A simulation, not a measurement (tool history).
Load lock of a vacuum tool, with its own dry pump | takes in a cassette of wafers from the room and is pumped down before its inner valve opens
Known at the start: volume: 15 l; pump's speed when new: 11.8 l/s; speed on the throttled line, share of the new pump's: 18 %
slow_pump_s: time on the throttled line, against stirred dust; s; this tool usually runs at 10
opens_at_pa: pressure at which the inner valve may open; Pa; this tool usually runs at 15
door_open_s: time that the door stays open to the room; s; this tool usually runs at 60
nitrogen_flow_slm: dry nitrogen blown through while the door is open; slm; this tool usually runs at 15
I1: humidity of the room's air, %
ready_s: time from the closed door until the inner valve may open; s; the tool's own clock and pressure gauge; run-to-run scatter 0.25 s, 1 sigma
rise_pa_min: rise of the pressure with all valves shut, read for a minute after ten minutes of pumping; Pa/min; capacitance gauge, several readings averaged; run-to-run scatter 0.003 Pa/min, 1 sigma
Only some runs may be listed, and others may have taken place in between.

{"run": 1, "day": 0.0, "slow_pump_s": 10, "opens_at_pa": 15, "door_open_s": 60, "nitrogen_flow_slm": 15, "I1": 42.2, "ready_s": 20.4, "rise_pa_min": 0.068}
{"run": 2, "day": 3.483, "slow_pump_s": 10, "opens_at_pa": 15, "door_open_s": 60, "nitrogen_flow_slm": 15, "I1": 43.5, "ready_s": 20.7, "rise_pa_min": 0.067}
{"run": 3, "day": 5.896, "slow_pump_s": 10, "opens_at_pa": 15, "door_open_s": 60, "nitrogen_flow_slm": 15, "I1": 44.4, "ready_s": 20.4, "rise_pa_min": 0.068}
{"run": 4, "day": 10.0, "slow_pump_s": 10, "opens_at_pa": 15, "door_open_s": 60, "nitrogen_flow_slm": 15, "I1": 44.9, "ready_s": 20.5, "rise_pa_min": 0.069}
{"run": 5, "day": 13.321, "slow_pump_s": 10, "opens_at_pa": 14, "door_open_s": 60, "nitrogen_flow_slm": 15, "I1": 45.7, "ready_s": 20.8, "rise_pa_min": 0.065}
{"run": 6, "day": 16.229, "slow_pump_s": 10, "opens_at_pa": 14, "door_open_s": 60, "nitrogen_flow_slm": 15, "I1": 42.5, "ready_s": 20.9, "rise_pa_min": 0.066}
{"run": 7, "day": 18.967, "slow_pump_s": 10, "opens_at_pa": 14, "door_open_s": 60, "nitrogen_flow_slm": 15, "I1": 41.9, "ready_s": 20.3, "rise_pa_min": 0.072}
{"run": 8, "day": 21.133, "slow_pump_s": 10, "opens_at_pa": 15, "door_open_s": 60, "nitrogen_flow_slm": 9, "I1": 43.3, "ready_s": 20.4, "rise_pa_min": 0.078}
{"run": 9, "day": 23.654, "slow_pump_s": 10, "opens_at_pa": 11, "door_open_s": 60, "nitrogen_flow_slm": 9, "I1": 42.1, "ready_s": 20.7, "rise_pa_min": 0.071}
{"run": 10, "day": 27.542, "slow_pump_s": 10, "opens_at_pa": 11, "door_open_s": 60, "nitrogen_flow_slm": 9, "I1": 47.4, "ready_s": 20.6, "rise_pa_min": 0.081}
{"run": 11, "day": 30.179, "slow_pump_s": 10, "opens_at_pa": 11, "door_open_s": 60, "nitrogen_flow_slm": 9, "I1": 43.7, "ready_s": 20.5, "rise_pa_min": 0.074}
{"run": 12, "day": 33.846, "slow_pump_s": 13, "opens_at_pa": 11, "door_open_s": 168, "nitrogen_flow_slm": 9, "I1": 45.7, "ready_s": 23.5, "rise_pa_min": 0.123}
{"run": 13, "day": 38.204, "slow_pump_s": 13, "opens_at_pa": 11, "door_open_s": 168, "nitrogen_flow_slm": 9, "I1": 46.2, "ready_s": 23.3, "rise_pa_min": 0.122}
{"run": 14, "day": 40.946, "slow_pump_s": 13, "opens_at_pa": 11, "door_open_s": 168, "nitrogen_flow_slm": 9, "I1": 42.7, "ready_s": 23.4, "rise_pa_min": 0.114}
{"run": 15, "day": 43.417, "slow_pump_s": 13, "opens_at_pa": 11, "door_open_s": 168, "nitrogen_flow_slm": 9, "I1": 45.2, "ready_s": 23.7, "rise_pa_min": 0.117}
{"run": 16, "day": 45.946, "slow_pump_s": 13, "opens_at_pa": 17, "door_open_s": 87, "nitrogen_flow_slm": 8, "I1": 47.4, "ready_s": 22.6, "rise_pa_min": 0.095}
{"run": 17, "day": 48.658, "slow_pump_s": 5, "opens_at_pa": 30, "door_open_s": 55, "nitrogen_flow_slm": 18, "I1": 49.9, "ready_s": 15.8, "rise_pa_min": 0.08}

Forecast each of these 3 alternatives for the next run:
{"run": "A", "day": 51.162, "slow_pump_s": 10, "opens_at_pa": 27, "door_open_s": 60, "nitrogen_flow_slm": 15, "I1": 46.6, "ready_s": "?", "rise_pa_min": "?"}
{"run": "B", "day": 51.162, "slow_pump_s": 9, "opens_at_pa": 11, "door_open_s": 55, "nitrogen_flow_slm": 28, "I1": 44.1, "ready_s": "?", "rise_pa_min": "?"}
{"run": "C", "day": 51.162, "slow_pump_s": 10, "opens_at_pa": 24, "door_open_s": 35, "nitrogen_flow_slm": 18, "I1": 43.9, "ready_s": "?", "rise_pa_min": "?"}

run=A ready_s=19.8 rise_pa_min=0.088
run=B ready_s=20 rise_pa_min=0.076
run=C ready_s=19.9 rise_pa_min=0.074
With no hidden state in the tool, these same runs would have given:
run=A ready_s=18.8 rise_pa_min=0.047
run=B ready_s=18.8 rise_pa_min=0.034
run=C ready_s=18.9 rise_pa_min=0.032
